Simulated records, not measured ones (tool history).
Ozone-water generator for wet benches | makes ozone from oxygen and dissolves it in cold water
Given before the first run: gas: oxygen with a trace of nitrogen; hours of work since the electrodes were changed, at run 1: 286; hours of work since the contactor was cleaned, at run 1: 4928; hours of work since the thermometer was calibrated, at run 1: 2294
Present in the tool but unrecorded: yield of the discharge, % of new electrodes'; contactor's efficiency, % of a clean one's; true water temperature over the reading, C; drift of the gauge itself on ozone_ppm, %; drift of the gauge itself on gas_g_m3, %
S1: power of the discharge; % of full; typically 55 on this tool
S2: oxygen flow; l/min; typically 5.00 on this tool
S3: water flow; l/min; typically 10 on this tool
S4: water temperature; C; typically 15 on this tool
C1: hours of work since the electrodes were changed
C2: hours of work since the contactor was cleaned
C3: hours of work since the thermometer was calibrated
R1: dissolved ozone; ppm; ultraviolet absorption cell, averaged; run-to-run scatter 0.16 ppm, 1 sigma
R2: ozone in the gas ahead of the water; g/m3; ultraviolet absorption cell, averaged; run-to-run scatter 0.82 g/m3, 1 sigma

| run | day | S1 | S2 | S3 | S4 | C1 | C2 | C3 | R1 | R2 |
|---|---|---|---|---|---|---|---|---|---|---|
| 1 | 0.000 | 55 | 5.00 | 10 | 15 | 286 | 4928 | 2294 | 18.9 | 129.1 |
| 2 | 3.700 | 55 | 5.00 | 8 | 15 | 356 | 4998 | 2363 | 21.7 | 128.9 |
| 3 | 7.612 | 55 | 8.37 | 10 | 15 | 429 | 5071 | 2437 | 16.4 | 91.7 |
| 4 | 9.542 | 55 | 5.00 | 10 | 15 | 466 | 5108 | 2474 | 19.1 | 128.0 |
| 5 | 11.454 | 55 | 5.00 | 10 | 15 | 502 | 5144 | 2510 | 18.9 | 127.9 |
| 6 | 14.683 | 51 | 5.00 | 10 | 15 | 563 | 5205 | 2571 | 17.6 | 120.5 |
| 7 | 18.192 | 51 | 5.00 | 10 | 15 | 629 | 5271 | 2637 | 17.4 | 120.4 |
| 8 | 21.142 | 51 | 5.00 | 10 | 15 | 685 | 5327 | 2693 | 17.6 | 120.1 |
|  | 22.529 | contactor cleaned |
| 9 | 25.133 | 51 | 5.00 | 10 | 15 | 757 | 49 | 2765 | 19.3 | 118.9 |
| 10 | 27.917 | 51 | 5.00 | 10 | 15 | 809 | 102 | 2817 | 18.8 | 119.5 |
| 11 | 29.733 | 51 | 5.00 | 10 | 15 | 844 | 136 | 2852 | 19.0 | 119.6 |
| 12 | 31.992 | 51 | 5.00 | 10 | 15 | 886 | 179 | 2894 | 18.7 | 118.5 |
| 13 | 34.646 | 51 | 5.00 | 10 | 15 | 936 | 229 | 2944 | 18.9 | 117.6 |
| 14 | 36.538 | 55 | 5.00 | 10 | 22 | 972 | 264 | 2980 | 17.5 | 126.7 |
| 15 | 38.325 | 55 | 5.00 | 15 | 15 | 1006 | 298 | 3014 | 15.2 | 127.1 |
| 16 | 41.633 | 55 | 5.00 | 15 | 15 | 1068 | 361 | 3076 | 15.0 | 126.6 |
| 17 | 44.125 | 55 | 5.00 | 10 | 15 | 1115 | 408 | 3123 | 20.3 | 127.0 |
| 18 | 47.833 | 61 | 5.00 | 10 | 15 | 1185 | 478 | 3193 | 21.8 | 137.5 |
| 19 | 49.700 | 61 | 5.00 | 10 | 15 | 1221 | 513 | 3228 | 21.7 | 137.3 |
| 20 | 51.575 | 55 | 5.00 | 6 | 15 | 1256 | 548 | 3264 | 26.3 | 125.6 |
| 21 | 54.912 | 46 | 6.50 | 8 | 9 | 1319 | 611 | 3327 | 20.5 | 90.8 |
| 22 | 56.904 | 55 | 5.80 | 11 | 15 | 1356 | 649 | 3364 | 18.1 | 115.6 |
| 23 | 60.025 | 41 | 2.52 | 10 | 15 | 1415 | 708 | 3423 | 17.0 | 152.4 |
| 24 | 61.625 | 76 | 4.07 | 8 | 12 | 1446 | 738 | 3454 | 32.9 | 191.4 |
| 25 | 64.829 | 76 | 4.07 | 8 | 12 | 1506 | 798 | 3514 | 33.0 | 189.7 |
| 26 | 66.662 | 53 | 2.81 | 6 | 8 | 1541 | 833 | 3549 | 33.4 | 177.7 |
| 27 | 68.379 | 96 | 6.44 | 12 | 11 | 1573 | 865 | 3581 | 28.8 | 170.3 |
| 28 | 70.912 | 89 | 5.79 | 16 | 7 | 1621 | 913 | 3629 | 23.6 | 171.8 |
| 29 | 73.329 | 89 | 5.79 | 16 | 7 | 1666 | 959 | 3674 | 23.6 | 172.5 |
| 30 | 76.875 | 89 | 4.93 | 16 | 8 | 1733 | 1026 | 3741 | 23.1 | 188.6 |
| 31 | 79.479 | 55 | 5.00 | 9 | 13 | 1783 | 1075 | 3790 | 21.6 | 124.4 |
| 32 | 82.271 | 55 | 2.57 | 10 | 15 | 1835 | 1127 | 3843 | 21.6 | 189.7 |
| 33 | 85.217 | 55 | 2.57 | 10 | 15 | 1891 | 1183 | 3899 | 21.5 | 189.9 |

Consider 3 possible next runs. They are alternatives, not a sequence: every one starts from the tool as it was left by run 33. What does each give?
| A | 87.979 | 100 | 5.20 | 10 | 15 | 1943 | 1235 | 3951 | ? | ? |
| B | 87.979 | 55 | 4.37 | 16 | 15 | 1943 | 1235 | 3951 | ? | ? |
| C | 87.979 | 55 | 2.65 | 8 | 15 | 1943 | 1235 | 3951 | ? | ? |

| run | R1 | R2 |
|---|---|---|
| A | 31.8 | 199.4 |
| B | 14.1 | 136.0 |
| C | 25.0 | 186.5 |
Had the tool no hidden state, the same runs would have come out as:
| run | R1 | R2 |
|---|---|---|
| A | 35.1 | 214.6 |
| B | 15.2 | 142.1 |
| C | 26.7 | 195.0 |
